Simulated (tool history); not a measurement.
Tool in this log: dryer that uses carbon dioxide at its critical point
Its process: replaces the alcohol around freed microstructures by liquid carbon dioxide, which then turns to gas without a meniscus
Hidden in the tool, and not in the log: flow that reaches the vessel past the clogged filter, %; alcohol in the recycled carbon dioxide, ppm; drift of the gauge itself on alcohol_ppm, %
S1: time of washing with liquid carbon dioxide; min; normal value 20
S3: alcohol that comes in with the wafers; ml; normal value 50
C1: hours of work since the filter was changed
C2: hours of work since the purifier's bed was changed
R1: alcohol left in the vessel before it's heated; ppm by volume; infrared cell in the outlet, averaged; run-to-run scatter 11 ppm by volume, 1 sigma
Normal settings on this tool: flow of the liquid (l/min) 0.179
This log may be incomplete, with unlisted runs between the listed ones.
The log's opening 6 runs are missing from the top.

run 7 hour=80 | S1=20 flow_of_the_liquid_(l/min)=0.179 S3=50 | C1=248 C2=219 | R1=856
run 8 hour=97.9 | S1=20 flow_of_the_liquid_(l/min)=0.179 S3=50 | C1=255 C2=226 | R1=828
run 9 hour=111.2 | S1=20 flow_of_the_liquid_(l/min)=0.179 S3=50 | C1=260 C2=231 | R1=856
run 10 hour=121.4 | S1=20 flow_of_the_liquid_(l/min)=0.115 S3=50 | C1=264 C2=235 | R1=4986
run 11 hour=134.4 | S1=20 flow_of_the_liquid_(l/min)=0.122 S3=50 | C1=269 C2=240 | R1=4153
run 12 hour=147.3 | S1=20 flow_of_the_liquid_(l/min)=0.179 S3=50 | C1=274 C2=245 | R1=857
run 13 hour=158.4 | S1=20 flow_of_the_liquid_(l/min)=0.179 S3=50 | C1=278 C2=250 | R1=850
run 14 hour=174 | S1=20 flow_of_the_liquid_(l/min)=0.179 S3=50 | C1=284 C2=256 | R1=854
run 15 hour=188.6 | S1=20 flow_of_the_liquid_(l/min)=0.179 S3=50 | C1=290 C2=261 | R1=886
run 16 hour=204.3 | S1=20 flow_of_the_liquid_(l/min)=0.179 S3=50 | C1=296 C2=267 | R1=841
run 17 hour=212.8 | S1=17 flow_of_the_liquid_(l/min)=0.179 S3=50 | C1=299 C2=271 | R1=1757
run 18 hour=228.3 | S1=17 flow_of_the_liquid_(l/min)=0.179 S3=50 | C1=305 C2=277 | R1=1808
run 19 hour=238.8 | S1=20 flow_of_the_liquid_(l/min)=0.179 S3=50 | C1=309 C2=281 | R1=901

What will run 20 give?
run 20 hour=251.2 | S1=20 flow_of_the_liquid_(l/min)=0.141 S3=28 | C1=314 C2=285 | R1=?

{"run 20": {"R1": 1413}}
Had the tool carried no hidden state, the very same run would have given R1 1071 ppm by volume.

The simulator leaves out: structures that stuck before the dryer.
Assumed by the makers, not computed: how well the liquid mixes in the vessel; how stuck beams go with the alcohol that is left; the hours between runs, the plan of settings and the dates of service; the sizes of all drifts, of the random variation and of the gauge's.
